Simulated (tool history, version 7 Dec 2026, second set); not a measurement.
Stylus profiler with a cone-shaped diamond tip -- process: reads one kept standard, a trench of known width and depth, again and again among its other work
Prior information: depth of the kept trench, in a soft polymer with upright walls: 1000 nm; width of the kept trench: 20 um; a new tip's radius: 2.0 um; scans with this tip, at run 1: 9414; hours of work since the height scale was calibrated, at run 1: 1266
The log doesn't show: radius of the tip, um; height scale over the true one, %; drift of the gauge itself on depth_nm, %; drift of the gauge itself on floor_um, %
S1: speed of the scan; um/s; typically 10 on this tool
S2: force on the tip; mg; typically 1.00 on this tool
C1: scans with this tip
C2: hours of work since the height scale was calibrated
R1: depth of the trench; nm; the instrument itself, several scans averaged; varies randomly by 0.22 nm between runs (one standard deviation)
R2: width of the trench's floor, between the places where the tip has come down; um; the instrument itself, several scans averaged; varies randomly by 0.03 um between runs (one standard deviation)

run	hour	S1	S2	C1	C2	R1	R2
1	0.0	10	1.00	9414	1266	1001.64	15.12
2	36.6	10	0.82	9577	1288	1000.94	15.04
3	60.7	10	0.65	9684	1302	1000.75	15.12
4	95.5	6	1.00	9838	1323	1001.56	15.04
5	148.2	6	1.00	10072	1355	1001.26	15.05
6	183.4	6	1.00	10228	1376	1001.58	15.08
7	210.2	10	0.38	10347	1392	999.86	14.95
8	255.1	10	0.38	10546	1418	999.43	14.98
9	302.3	10	0.38	10756	1447	999.66	15.00
10	338.7	10	1.00	10917	1468	1001.39	14.92
11	360.5	10	2.22	11014	1481	1004.07	14.95
12	393.5	10	2.22	11161	1501	1004.09	14.95
13	439.3	10	2.22	11364	1528	1003.71	14.93
14	481.3	10	1.00	11551	1553	1000.98	14.86
15	521.8	10	0.97	11730	1577	1000.88	14.83
16	558.5	10	0.97	11893	1599	1000.95	14.87
17	605.2	10	0.57	12100	1627	999.95	14.80
18	636.3	10	0.57	12238	1646	1000.01	14.77
19	669.9	10	1.00	12387	1666	1000.81	14.77
20	705.6	10	1.00	12546	1687	1001.23	14.79
21	731.6	10	1.00	12661	1703	1000.69	14.72
22	777.6	10	1.00	12865	1730	1001.32	14.72
23	817.6	10	1.00	13043	1754	1000.78	14.65
# hour 822.4: height scale calibrated on a step standard
24	870.3	10	1.33	13274	29	1000.89	14.73
25	909.5	8	0.76	13448	52	999.97	14.71
# hour 918.5: height scale calibrated on a step standard, once more
26	951.7	8	0.76	13633	20	1003.87	14.58
27	978.2	8	0.76	13751	36	1003.31	14.64
28	1022.9	10	1.00	13949	62	1004.21	14.62
29	1053.5	10	0.63	14085	81	1003.15	14.62
30	1076.1	10	0.63	14185	94	1003.49	14.58
31	1127.7	19	1.36	14414	125	1005.17	14.54
32	1179.8	19	1.36	14646	156	1004.78	14.50
33	1202.7	19	1.36	14747	170	1004.35	14.52
34	1247.7	19	1.36	14947	196	1004.64	14.46
35	1291.6	27	1.46	15142	223	1004.64	14.44
36	1324.6	27	1.46	15288	242	1004.50	14.40
37	1378.0	13	0.43	15525	274	1001.84	14.41
38	1412.8	7	0.46	15679	295	1001.92	14.38
39	1453.4	7	0.46	15860	319	1002.48	14.41
40	1475.4	7	0.46	15958	332	1002.10	14.46
41	1508.5	7	0.43	16104	352	1001.86	14.40
42	1560.2	9	1.99	16334	383	1005.79	14.39
43	1610.5	7	1.79	16557	413	1005.11	14.34
44	1661.5	7	1.79	16783	443	1005.36	14.35
45	1698.1	7	1.79	16946	465	1005.22	14.32
46	1721.6	4	1.77	17050	479	1005.41	14.37

For each entry between runs, how does the tool's hidden state at the last listed run before it compare with that at the first listed run after it?
From run 23 to run 24: height scale calibrated on a step standard (hour 822.4)
  radius of the tip, um: 3.93 -> 3.96; height scale over the true one, %: -0.288 -> -0.358
  the result without the hidden state subtracted from the measured one, R1: -2.89 -> -3.60 nm; R2: -1.78 -> -1.80 um
From run 25 to run 26: height scale calibrated on a step standard, once more (hour 918.5)
  radius of the tip, um: 3.99 -> 4.01; height scale over the true one, %: -0.362 -> 0.034
  the result without the hidden state subtracted from the measured one, R1: -3.63 -> +0.34 nm; R2: -1.82 -> -1.84 um
